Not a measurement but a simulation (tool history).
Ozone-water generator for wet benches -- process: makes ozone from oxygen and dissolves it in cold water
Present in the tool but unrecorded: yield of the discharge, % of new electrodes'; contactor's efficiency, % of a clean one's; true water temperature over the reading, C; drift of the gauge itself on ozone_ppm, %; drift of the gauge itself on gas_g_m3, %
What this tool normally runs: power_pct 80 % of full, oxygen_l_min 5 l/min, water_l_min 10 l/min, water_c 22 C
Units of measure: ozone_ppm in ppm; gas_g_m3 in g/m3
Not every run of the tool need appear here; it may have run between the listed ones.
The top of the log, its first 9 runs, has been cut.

| run | day | power_pct | oxygen_l_min | water_l_min | water_c | hours of work since the electrodes were changed | hours of work since the contactor was cleaned | hours of work since the thermometer was calibrated | ozone_ppm | gas_g_m3 |
|---|---|---|---|---|---|---|---|---|---|---|
| 10 | 29.604 | 80 | 5 | 10 | 22 | 3469 | 7320 | 587 | 29 | 237.2 |
| 11 | 32.483 | 80 | 5 | 10 | 22 | 3526 | 7377 | 644 | 29.2 | 236.9 |
| 12 | 36.333 | 80 | 5 | 10 | 22 | 3602 | 7453 | 721 | 29 | 235.3 |
| 13 | 40.483 | 41 | 5 | 10 | 22 | 3685 | 7536 | 803 | 21 | 169.5 |
| 14 | 44.717 | 80 | 5 | 10 | 22 | 3769 | 7620 | 887 | 28.7 | 234.6 |
| 15 | 47.508 | 80 | 5 | 10 | 22 | 3824 | 7675 | 942 | 28.8 | 232 |
| 16 | 50.296 | 80 | 5 | 10 | 22 | 3879 | 7730 | 998 | 28.5 | 232.3 |
| 17 | 52.517 | 80 | 5 | 10 | 22 | 3923 | 7774 | 1042 | 28.9 | 234.4 |
| 18 | 56.258 | 80 | 5 | 8 | 16 | 3997 | 7849 | 1116 | 37.2 | 234.4 |
| 19 | 59.5 | 80 | 5 | 8 | 16 | 4062 | 7913 | 1180 | 37.4 | 233.5 |
| 20 | 61.512 | 80 | 5 | 8 | 16 | 4102 | 7953 | 1220 | 37.5 | 231.5 |
| 21 | 64.458 | 90 | 2.63 | 8 | 18 | 4160 | 8011 | 1278 | 37.6 | 324.4 |
| 22 | 67.967 | 90 | 3.76 | 9 | 22 | 4230 | 8081 | 1348 | 32.9 | 278.2 |
| 23 | 71.092 | 42 | 3.76 | 9 | 25 | 4292 | 8143 | 1410 | 21.2 | 193.2 |
| 24 | 74.625 | 42 | 3.76 | 9 | 25 | 4362 | 8213 | 1480 | 21 | 192.8 |
| 25 | 77.05 | 42 | 3.76 | 9 | 25 | 4410 | 8261 | 1528 | 21.4 | 192.5 |
| 26 | 79.129 | 87 | 4.61 | 6 | 18 | 4451 | 8302 | 1569 | 43.2 | 251.2 |
| 27 | 83.512 | 87 | 4.61 | 6 | 18 | 4538 | 8389 | 1656 | 43.7 | 248.4 |
| 28 | 86.325 | 87 | 4.61 | 6 | 18 | 4594 | 8445 | 1712 | 42.9 | 248.8 |
| 29 | 88.371 | 80 | 5 | 10 | 26 | 4634 | 8486 | 1753 | 26.1 | 229.5 |
| 30 | 92.508 | 57 | 6.04 | 6 | 22 | 4716 | 8568 | 1835 | 30.6 | 179.5 |
| 31 | 94.875 | 75 | 7.74 | 8 | 17 | 4763 | 8614 | 1882 | 32.7 | 182.9 |
| 32 | 97.817 | 60 | 3.48 | 10 | 15 | 4822 | 8673 | 1940 | 28.1 | 235 |
| 33 | 100.742 | 60 | 3.48 | 10 | 15 | 4880 | 8731 | 1998 | 27.6 | 233.8 |

3 options for the next run, each taken on its own from the tool as it stands now. Forecast them:
| A | 104.358 | 65 | 3.69 | 11 | 22 | 4952 | 8803 | 2070 | ? | ? |
| B | 104.358 | 60 | 3.48 | 7 | 15 | 4952 | 8803 | 2070 | ? | ? |
| C | 104.358 | 60 | 3.89 | 7 | 15 | 4952 | 8803 | 2070 | ? | ? |

| run | ozone_ppm | gas_g_m3 |
|---|---|---|
| A | 23.9 | 238.3 |
| B | 36 | 231.8 |
| C | 35.6 | 219.9 |
Stripped of hidden state, with their random variation kept, the same runs would have yielded:
| run | ozone_ppm | gas_g_m3 |
|---|---|---|
| A | 27.7 | 263.9 |
| B | 41.2 | 255.6 |
| C | 40.7 | 242.5 |

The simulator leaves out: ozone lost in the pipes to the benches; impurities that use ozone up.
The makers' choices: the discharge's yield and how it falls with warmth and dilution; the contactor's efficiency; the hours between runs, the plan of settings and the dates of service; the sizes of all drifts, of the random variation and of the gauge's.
